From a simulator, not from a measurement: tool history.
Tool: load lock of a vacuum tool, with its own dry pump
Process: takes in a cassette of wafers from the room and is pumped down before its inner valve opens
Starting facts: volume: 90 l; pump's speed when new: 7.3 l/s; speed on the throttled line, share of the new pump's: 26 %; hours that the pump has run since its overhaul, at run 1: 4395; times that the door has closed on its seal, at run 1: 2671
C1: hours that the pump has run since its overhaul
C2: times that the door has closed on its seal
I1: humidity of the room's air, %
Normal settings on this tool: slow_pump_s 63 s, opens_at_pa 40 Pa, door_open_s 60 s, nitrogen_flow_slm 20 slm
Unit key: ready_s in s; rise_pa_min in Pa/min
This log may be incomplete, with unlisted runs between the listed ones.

Run 1, hour 0.0: usual settings; C1 4395; C2 2671; I1 40.3. Result: ready_s 149.8 s, rise_pa_min 0.055 Pa/min.
Run 2, hour 73.9: usual settings; C1 4468; C2 2827; I1 47.0. Result: ready_s 147.1 s, rise_pa_min 0.057 Pa/min.
Run 3, hour 180.5: usual settings; C1 4575; C2 3052; I1 48.8. Result: ready_s 147.4 s, rise_pa_min 0.056 Pa/min.
Run 4, hour 299.3: usual settings; C1 4694; C2 3302; I1 42.2. Result: ready_s 147.5 s, rise_pa_min 0.055 Pa/min.
Run 5, hour 372.5: usual settings; C1 4767; C2 3457; I1 46.8. Result: ready_s 147.1 s, rise_pa_min 0.059 Pa/min.
Run 6, hour 435.9: usual settings; C1 4830; C2 3591; I1 45.8. Result: ready_s 149.5 s, rise_pa_min 0.061 Pa/min.
Run 7, hour 572.2: usual settings but opens_at_pa 55 Pa; C1 4967; C2 3878; I1 44.5. Result: ready_s 144.2 s, rise_pa_min 0.068 Pa/min.
Run 8, hour 711.3: usual settings but nitrogen_flow_slm 5 slm; C1 5106; C2 4172; I1 42.7. Result: ready_s 146.9 s, rise_pa_min 0.073 Pa/min.
Run 9, hour 776.8: usual settings but nitrogen_flow_slm 21 slm; C1 5171; C2 4310; I1 44.8. Result: ready_s 148.3 s, rise_pa_min 0.067 Pa/min.
Run 10, hour 837.6: usual settings but nitrogen_flow_slm 21 slm; C1 5232; C2 4438; I1 45.8. Result: ready_s 146.8 s, rise_pa_min 0.074 Pa/min.
Run 11, hour 938.2: usual settings but nitrogen_flow_slm 21 slm; C1 5333; C2 4650; I1 40.8. Result: ready_s 146.7 s, rise_pa_min 0.066 Pa/min.
Run 12, hour 1028.9: usual settings but nitrogen_flow_slm 21 slm; C1 5423; C2 4842; I1 43.5. Result: ready_s 148.2 s, rise_pa_min 0.072 Pa/min.
Run 13, hour 1148.1: usual settings; C1 5543; C2 5094; I1 48.9. Result: ready_s 149.3 s, rise_pa_min 0.079 Pa/min.
Run 14, hour 1290.3: usual settings; C1 5685; C2 5394; I1 44.2. Result: ready_s 147.5 s, rise_pa_min 0.084 Pa/min.
Run 15, hour 1386.6: usual settings; C1 5781; C2 5597; I1 46.6. Result: ready_s 147.9 s, rise_pa_min 0.085 Pa/min.
Run 16, hour 1496.5: usual settings; C1 5891; C2 5829; I1 48.0. Result: ready_s 149.1 s, rise_pa_min 0.089 Pa/min.
Run 17, hour 1593.7: usual settings; C1 5988; C2 6034; I1 44.9. Result: ready_s 147.0 s, rise_pa_min 0.090 Pa/min.

Predict the results of run 18:
Run 18, hour 1730.1: usual settings but slow_pump_s 39 s, opens_at_pa 59 Pa; C1 6125; C2 6322; I1 49.3. Result: ready_s ?, rise_pa_min ?.

ready_s: 126.8 s
rise_pa_min: 0.096 Pa/min
Take away the tool's hidden state, keep the run-to-run variation as it was, and the same run would have given ready_s 121.5 s, rise_pa_min 0.033 Pa/min.
